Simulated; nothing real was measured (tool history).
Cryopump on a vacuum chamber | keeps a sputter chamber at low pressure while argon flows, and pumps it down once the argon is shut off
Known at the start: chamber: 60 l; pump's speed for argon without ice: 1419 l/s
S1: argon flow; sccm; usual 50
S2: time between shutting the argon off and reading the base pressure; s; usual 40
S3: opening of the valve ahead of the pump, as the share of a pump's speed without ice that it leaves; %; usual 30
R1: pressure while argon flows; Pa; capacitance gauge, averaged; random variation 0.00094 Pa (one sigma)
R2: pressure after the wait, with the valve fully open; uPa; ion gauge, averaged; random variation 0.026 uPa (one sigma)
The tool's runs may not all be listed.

run 1 hour=0.0 | S1=50 S2=40 S3=30 | R1=0.2252 R2=1.77
-- hour=11.7 pump warmed up, emptied and cooled again
run 2 hour=71.2 | S1=50 S2=40 S3=30 | R1=0.2017 R2=1.57
run 3 hour=148.9 | S1=50 S2=40 S3=30 | R1=0.2062 R2=1.70
run 4 hour=274.3 | S1=50 S2=40 S3=30 | R1=0.2117 R2=1.78
-- hour=308.0 leaking fittings of the chamber tightened, without venting
run 5 hour=376.6 | S1=50 S2=40 S3=30 | R1=0.2210 R2=1.23
run 6 hour=452.2 | S1=50 S2=40 S3=30 | R1=0.2259 R2=1.28
-- hour=492.1 pump warmed up, emptied and cooled again
run 7 hour=528.7 | S1=50 S2=40 S3=30 | R1=0.2009 R2=1.18
run 8 hour=591.7 | S1=50 S2=40 S3=30 | R1=0.2059 R2=1.15
run 9 hour=695.9 | S1=50 S2=40 S3=30 | R1=0.2081 R2=1.23
run 10 hour=815.6 | S1=50 S2=40 S3=30 | R1=0.2162 R2=1.26
run 11 hour=903.7 | S1=50 S2=40 S3=21 | R1=0.3094 R2=1.37
-- hour=974.4 pump warmed up, emptied and cooled again
run 12 hour=993.2 | S1=50 S2=118 S3=21 | R1=0.2859 R2=0.63
run 13 hour=1120.7 | S1=48 S2=40 S3=30 | R1=0.1970 R2=1.32
run 14 hour=1251.9 | S1=48 S2=40 S3=30 | R1=0.2040 R2=1.36
run 15 hour=1318.0 | S1=48 S2=40 S3=30 | R1=0.2086 R2=1.43
run 16 hour=1407.4 | S1=48 S2=43 S3=30 | R1=0.2137 R2=1.37
-- hour=1453.6 pump warmed up, emptied and cooled again
run 17 hour=1473.2 | S1=50 S2=75 S3=30 | R1=0.2011 R2=0.90
run 18 hour=1560.5 | S1=50 S2=75 S3=30 | R1=0.2041 R2=0.93
run 19 hour=1673.7 | S1=32 S2=21 S3=30 | R1=0.1342 R2=2.29
run 20 hour=1794.0 | S1=32 S2=21 S3=30 | R1=0.1394 R2=2.29
run 21 hour=1923.6 | S1=32 S2=21 S3=30 | R1=0.1461 R2=2.48
-- hour=1940.2 pump warmed up, emptied and cooled again
run 22 hour=2057.3 | S1=32 S2=21 S3=30 | R1=0.1307 R2=2.26
run 23 hour=2159.6 | S1=27 S2=21 S3=47 | R1=0.0757 R2=2.33
run 24 hour=2235.3 | S1=93 S2=205 S3=17 | R1=0.6812 R2=0.86
run 25 hour=2366.6 | S1=50 S2=40 S3=21 | R1=0.3098 R2=1.74
-- hour=2416.6 pump warmed up, emptied and cooled again
run 26 hour=2471.9 | S1=50 S2=40 S3=21 | R1=0.2895 R2=1.56
run 27 hour=2586.8 | S1=31 S2=40 S3=36 | R1=0.1087 R2=1.55
run 28 hour=2688.1 | S1=31 S2=137 S3=36 | R1=0.1124 R2=1.02
run 29 hour=2776.5 | S1=43 S2=59 S3=16 | R1=0.3390 R2=1.43
-- hour=2895.0 pump warmed up, emptied and cooled again
run 30 hour=2897.6 | S1=54 S2=48 S3=22 | R1=0.2952 R2=1.42
run 31 hour=2962.1 | S1=54 S2=48 S3=22 | R1=0.2984 R2=1.45
run 32 hour=3035.1 | S1=50 S2=135 S3=30 | R1=0.2068 R2=1.01
run 33 hour=3115.1 | S1=50 S2=135 S3=30 | R1=0.2110 R2=1.03

Some steps in R1 between neighbouring runs. How much of each would the tool show without its hidden state too (settings, what came in, random variation), and how much is left for the hidden state, with any gauge scatter that isn't in both results?
The hidden state here: pump's speed, % of a pump's without ice; cold plate's temperature, K; leak into the chamber, uPa l/s; drift of the gauge itself on working_pa, %; drift of the gauge itself on base_upa, %.
Run 1 -> 2: pump warmed up, emptied and cooled again. R1 -0.0235 Pa: hidden state -0.0237, all else +0.0002.
Run 6 -> 7: pump warmed up, emptied and cooled again. R1 -0.0250 Pa: hidden state -0.0243, all else -0.0007.
Run 23 -> 24: S1 27 -> 93, S2 21 -> 205, S3 47 -> 17. R1 +0.6055 Pa: hidden state +0.0251, all else +0.5804.
Run 24 -> 25: S1 93 -> 50, S2 205 -> 40, S3 17 -> 21. R1 -0.3714 Pa: hidden state -0.0046, all else -0.3668.
Run 28 -> 29: S1 31 -> 43, S2 137 -> 59, S3 36 -> 16. R1 +0.2266 Pa: hidden state +0.0088, all else +0.2178.
